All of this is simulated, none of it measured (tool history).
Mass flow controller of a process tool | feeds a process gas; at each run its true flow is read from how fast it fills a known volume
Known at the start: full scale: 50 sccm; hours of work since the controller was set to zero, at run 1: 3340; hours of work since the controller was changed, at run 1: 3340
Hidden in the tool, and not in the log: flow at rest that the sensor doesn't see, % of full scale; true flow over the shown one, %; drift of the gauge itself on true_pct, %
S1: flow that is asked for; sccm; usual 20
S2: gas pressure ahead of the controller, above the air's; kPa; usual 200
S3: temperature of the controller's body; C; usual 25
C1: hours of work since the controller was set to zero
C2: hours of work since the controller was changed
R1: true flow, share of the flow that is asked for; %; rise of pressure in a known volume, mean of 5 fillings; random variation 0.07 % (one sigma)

run    hour  S1   S2  S3    C1    C2      R1
  1     0.0  20  200  25  3340  3340   98.24
  2   441.4  33  200  25  3680  3680   99.10
  3   768.8  20  255  25  3932  3932   98.83
  4  1122.8  20  255  25  4205  4205   98.72
  5  1418.5  20  200  25  4432  4432   98.64
  6  1806.4  20  200  25  4731  4731   98.49
     2083.1  -- controller's zero set anew
  7  2089.7  20  200  25     5  4949   98.65
  8  2558.6  20  200  25   366  5310   98.67
  9  2934.0  14  200  25   655  5599   98.48
     3114.8  -- controller exchanged for a calibrated one
 10  3389.2  14  200  25   211   211   98.61
 11  3745.7  14  200  25   486   486   98.71
 12  4147.6  14  200  25   796   796   98.62
 13  4579.0   6  200  25  1128  1128   98.27
 14  4830.6   8  227  34  1322  1322   97.57
 15  5155.7   8  227  34  1572  1572   97.61
 16  5354.2   5  154  34  1725  1725   97.05
 17  5691.9   9  271  40  1985  1985   97.30
 18  5972.2   9  271  22  2201  2201   99.51
 19  6267.5  20  200  22  2429  2429   99.76
 20  6594.2  20  200  22  2680  2680   99.94
 21  7057.7  31  230  27  3037  3037  100.28
 22  7475.3  31  230  27  3359  3359  100.24
     7584.0  -- gauge calibrated
 23  7780.1   8  200  25  3594  3594   97.56
 24  7976.0  20  200  20  3745  3745   98.98
 25  8181.7  28  200  32  3903  3903   97.95
 26  8481.9  16  179  22  4134  4134   98.35

3 ways to go on from here, each from the tool as it stands after run 26. What would each give?
  A  8882.1  20  164  24  4442  4442   ?
  B  8882.1  20  233  36  4442  4442   ?
  C  8882.1  43  277  25  4442  4442   ?

run      R1
  A   98.49
  B   97.45
  C  100.29
Without the tool's hidden state the same runs would have given:
run      R1
  A   98.25
  B   97.22
  C  100.05
